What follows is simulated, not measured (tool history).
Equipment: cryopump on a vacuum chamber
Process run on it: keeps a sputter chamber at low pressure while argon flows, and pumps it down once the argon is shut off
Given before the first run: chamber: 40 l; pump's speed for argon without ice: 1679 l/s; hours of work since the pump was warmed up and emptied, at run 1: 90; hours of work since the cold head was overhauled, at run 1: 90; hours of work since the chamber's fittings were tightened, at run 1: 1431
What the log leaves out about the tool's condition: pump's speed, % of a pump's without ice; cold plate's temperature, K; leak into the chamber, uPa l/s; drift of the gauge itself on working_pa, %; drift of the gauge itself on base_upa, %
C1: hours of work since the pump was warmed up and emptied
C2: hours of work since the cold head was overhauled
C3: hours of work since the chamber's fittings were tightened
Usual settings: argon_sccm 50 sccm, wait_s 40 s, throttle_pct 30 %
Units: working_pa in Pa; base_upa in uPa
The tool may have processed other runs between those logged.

{"run": 1, "day": 0.0, "argon_sccm": 50, "wait_s": 40, "throttle_pct": 30, "C1": 90, "C2": 90, "C3": 1431, "working_pa": 0.1686, "base_upa": 3}
{"run": 2, "day": 0.821, "argon_sccm": 50, "wait_s": 40, "throttle_pct": 30, "C1": 105, "C2": 105, "C3": 1446, "working_pa": 0.1712, "base_upa": 2.97}
{"run": 3, "day": 1.433, "argon_sccm": 34, "wait_s": 40, "throttle_pct": 30, "C1": 116, "C2": 116, "C3": 1457, "working_pa": 0.1144, "base_upa": 2.93}
{"run": 4, "day": 2.546, "argon_sccm": 50, "wait_s": 40, "throttle_pct": 30, "C1": 137, "C2": 137, "C3": 1478, "working_pa": 0.1689, "base_upa": 2.97}
{"run": 5, "day": 3.604, "argon_sccm": 50, "wait_s": 40, "throttle_pct": 30, "C1": 156, "C2": 156, "C3": 1497, "working_pa": 0.1691, "base_upa": 2.88}
{"run": 6, "day": 4.65, "argon_sccm": 25, "wait_s": 40, "throttle_pct": 30, "C1": 176, "C2": 176, "C3": 1516, "working_pa": 0.0848, "base_upa": 2.93}
{"run": 7, "day": 5.767, "argon_sccm": 25, "wait_s": 40, "throttle_pct": 30, "C1": 196, "C2": 196, "C3": 1537, "working_pa": 0.0849, "base_upa": 3.06}
{"run": 8, "day": 6.412, "argon_sccm": 50, "wait_s": 40, "throttle_pct": 30, "C1": 208, "C2": 208, "C3": 1549, "working_pa": 0.1708, "base_upa": 3.05}
{"run": 9, "day": 7.042, "argon_sccm": 50, "wait_s": 90, "throttle_pct": 30, "C1": 220, "C2": 220, "C3": 1560, "working_pa": 0.1697, "base_upa": 2.06}
{"run": 10, "day": 7.742, "argon_sccm": 50, "wait_s": 90, "throttle_pct": 30, "C1": 232, "C2": 232, "C3": 1573, "working_pa": 0.1712, "base_upa": 2.1}
{"run": 11, "day": 9.008, "argon_sccm": 50, "wait_s": 90, "throttle_pct": 30, "C1": 256, "C2": 256, "C3": 1596, "working_pa": 0.1724, "base_upa": 2.12}
{"run": 12, "day": 9.733, "argon_sccm": 34, "wait_s": 40, "throttle_pct": 30, "C1": 269, "C2": 269, "C3": 1610, "working_pa": 0.1169, "base_upa": 3.07}
{"run": 13, "day": 10.45, "argon_sccm": 34, "wait_s": 40, "throttle_pct": 30, "C1": 282, "C2": 282, "C3": 1623, "working_pa": 0.116, "base_upa": 3.1}
{"run": 14, "day": 11.238, "argon_sccm": 50, "wait_s": 239, "throttle_pct": 30, "C1": 297, "C2": 297, "C3": 1637, "working_pa": 0.1725, "base_upa": 1.66}
{"run": 15, "day": 11.888, "argon_sccm": 50, "wait_s": 239, "throttle_pct": 30, "C1": 309, "C2": 309, "C3": 1649, "working_pa": 0.1698, "base_upa": 1.64}
{"run": 16, "day": 13.004, "argon_sccm": 50, "wait_s": 239, "throttle_pct": 30, "C1": 329, "C2": 329, "C3": 1670, "working_pa": 0.1712, "base_upa": 1.69}
{"run": 17, "day": 14.254, "argon_sccm": 50, "wait_s": 239, "throttle_pct": 30, "C1": 352, "C2": 352, "C3": 1693, "working_pa": 0.1741, "base_upa": 1.73}
{"run": 18, "day": 15.421, "argon_sccm": 38, "wait_s": 154, "throttle_pct": 30, "C1": 374, "C2": 374, "C3": 1714, "working_pa": 0.1306, "base_upa": 1.88}
{"run": 19, "day": 16.05, "argon_sccm": 49, "wait_s": 54, "throttle_pct": 33, "C1": 385, "C2": 385, "C3": 1726, "working_pa": 0.1545, "base_upa": 2.69}
{"run": 20, "day": 16.933, "argon_sccm": 49, "wait_s": 54, "throttle_pct": 33, "C1": 401, "C2": 401, "C3": 1742, "working_pa": 0.1538, "base_upa": 2.75}
{"run": 21, "day": 17.529, "argon_sccm": 49, "wait_s": 54, "throttle_pct": 33, "C1": 412, "C2": 412, "C3": 1753, "working_pa": 0.155, "base_upa": 2.74}
{"run": 22, "day": 18.417, "argon_sccm": 49, "wait_s": 54, "throttle_pct": 33, "C1": 429, "C2": 429, "C3": 1769, "working_pa": 0.1545, "base_upa": 2.8}
{"run": 23, "day": 19.404, "argon_sccm": 49, "wait_s": 54, "throttle_pct": 33, "C1": 447, "C2": 447, "C3": 1787, "working_pa": 0.156, "base_upa": 2.81}
{"run": 24, "day": 19.962, "argon_sccm": 49, "wait_s": 54, "throttle_pct": 33, "C1": 457, "C2": 457, "C3": 1798, "working_pa": 0.1554, "base_upa": 2.82}
{"run": 25, "day": 20.771, "argon_sccm": 49, "wait_s": 54, "throttle_pct": 33, "C1": 472, "C2": 472, "C3": 1813, "working_pa": 0.1553, "base_upa": 2.83}
{"run": 26, "day": 21.942, "argon_sccm": 48, "wait_s": 177, "throttle_pct": 30, "C1": 493, "C2": 493, "C3": 1834, "working_pa": 0.1673, "base_upa": 1.97}
{"run": 27, "day": 23.158, "argon_sccm": 48, "wait_s": 177, "throttle_pct": 30, "C1": 516, "C2": 516, "C3": 1856, "working_pa": 0.1673, "base_upa": 2}
{"run": 28, "day": 24.217, "argon_sccm": 43, "wait_s": 147, "throttle_pct": 30, "C1": 535, "C2": 535, "C3": 1876, "working_pa": 0.1508, "base_upa": 2.1}
{"run": 29, "day": 25.175, "argon_sccm": 40, "wait_s": 58, "throttle_pct": 25, "C1": 553, "C2": 553, "C3": 1894, "working_pa": 0.1678, "base_upa": 2.79}
{"run": 30, "day": 26.071, "argon_sccm": 40, "wait_s": 58, "throttle_pct": 25, "C1": 569, "C2": 569, "C3": 1910, "working_pa": 0.1674, "base_upa": 2.86}
{"run": 31, "day": 27.075, "argon_sccm": 50, "wait_s": 24, "throttle_pct": 53, "C1": 588, "C2": 588, "C3": 1928, "working_pa": 0.1017, "base_upa": 4.56}
{"run": 32, "day": 28.025, "argon_sccm": 50, "wait_s": 24, "throttle_pct": 53, "C1": 605, "C2": 605, "C3": 1946, "working_pa": 0.1029, "base_upa": 4.75}
{"run": 33, "day": 28.879, "argon_sccm": 33, "wait_s": 158, "throttle_pct": 30, "C1": 621, "C2": 621, "C3": 1962, "working_pa": 0.1165, "base_upa": 2.06}
{"run": 34, "day": 30.033, "argon_sccm": 39, "wait_s": 195, "throttle_pct": 30, "C1": 642, "C2": 642, "C3": 1983, "working_pa": 0.1355, "base_upa": 2.03}

Here are 3 independent what-if runs from the current tool condition. What would each one return?
{"run": "A", "day": 31.029, "argon_sccm": 50, "wait_s": 204, "throttle_pct": 44, "C1": 661, "C2": 661, "C3": 2001, "working_pa": "?", "base_upa": "?"}
{"run": "B", "day": 31.029, "argon_sccm": 94, "wait_s": 219, "throttle_pct": 60, "C1": 661, "C2": 661, "C3": 2001, "working_pa": "?", "base_upa": "?"}
{"run": "C", "day": 31.029, "argon_sccm": 34, "wait_s": 253, "throttle_pct": 30, "C1": 661, "C2": 661, "C3": 2001, "working_pa": "?", "base_upa": "?"}

run=A working_pa=0.1224 base_upa=2.08
run=B working_pa=0.1743 base_upa=2.08
run=C working_pa=0.1196 base_upa=1.99
With no hidden state in the tool, these same runs would have given:
run=A working_pa=0.1141 base_upa=0.52
run=B working_pa=0.1587 base_upa=0.5
run=C working_pa=0.114 base_upa=0.46
